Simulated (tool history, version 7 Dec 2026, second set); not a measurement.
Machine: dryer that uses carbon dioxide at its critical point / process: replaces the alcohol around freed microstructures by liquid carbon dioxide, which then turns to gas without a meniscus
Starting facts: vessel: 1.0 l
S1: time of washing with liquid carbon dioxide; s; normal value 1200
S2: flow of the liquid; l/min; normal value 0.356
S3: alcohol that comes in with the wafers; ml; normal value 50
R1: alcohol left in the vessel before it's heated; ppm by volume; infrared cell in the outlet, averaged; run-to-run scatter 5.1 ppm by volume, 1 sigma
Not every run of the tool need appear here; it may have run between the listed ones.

| run | day | S1 | S2 | S3 | R1 |
|---|---|---|---|---|---|
| 1 | 0 | 1200 | 0.356 | 50 | 63 |
| 2 | 0.725 | 1200 | 0.257 | 50 | 387 |
| 3 | 1.625 | 1200 | 0.491 | 50 | 16 |
| 4 | 2.254 | 1200 | 0.356 | 50 | 69 |
| 5 | 2.933 | 780 | 0.356 | 50 | 585 |
| 6 | 4.021 | 780 | 0.356 | 50 | 593 |
| 7 | 4.554 | 1200 | 0.356 | 50 | 71 |
| 8 | 5.283 | 1200 | 0.356 | 50 | 73 |
| 9 | 6.396 | 1200 | 0.356 | 50 | 76 |
| 10 | 7.438 | 1200 | 0.356 | 50 | 78 |
| 11 | 8.488 | 960 | 0.356 | 50 | 234 |
| 12 | 9.117 | 1200 | 0.47 | 50 | 25 |
| 13 | 9.958 | 1200 | 0.47 | 50 | 30 |
| 14 | 11.062 | 1200 | 0.47 | 50 | 20 |
| 15 | 12.192 | 1200 | 0.47 | 50 | 32 |
| 16 | 12.804 | 1380 | 0.356 | 50 | 35 |
| 17 | 13.638 | 1200 | 0.392 | 50 | 63 |
| 18 | 14.412 | 1200 | 0.392 | 50 | 68 |
| 19 | 15.375 | 720 | 0.392 | 38 | 478 |
| 20 | 16.079 | 720 | 0.392 | 38 | 482 |
| 21 | 17.183 | 720 | 0.392 | 38 | 497 |
| 22 | 18.279 | 1200 | 0.255 | 50 | 504 |
| 23 | 19.162 | 1200 | 0.356 | 115 | 181 |
| 24 | 19.842 | 1200 | 0.255 | 89 | 891 |
| 25 | 20.904 | 1200 | 0.255 | 89 | 889 |
| 26 | 21.658 | 900 | 0.311 | 38 | 541 |
| 27 | 22.412 | 1320 | 0.29 | 25 | 101 |
| 28 | 23.296 | 1860 | 0.378 | 28 | 25 |
| 29 | 23.992 | 1860 | 0.378 | 28 | 38 |
| 30 | 24.771 | 900 | 0.356 | 50 | 414 |

Run 31 has not been measured yet. What should we expect?
| 31 | 25.788 | 1200 | 0.398 | 24 | ? |

For run 31 the tool returned R1 61 ppm by volume.
With the hidden condition absent and the run-to-run variation left alone, this run would have shown R1 28 ppm by volume.
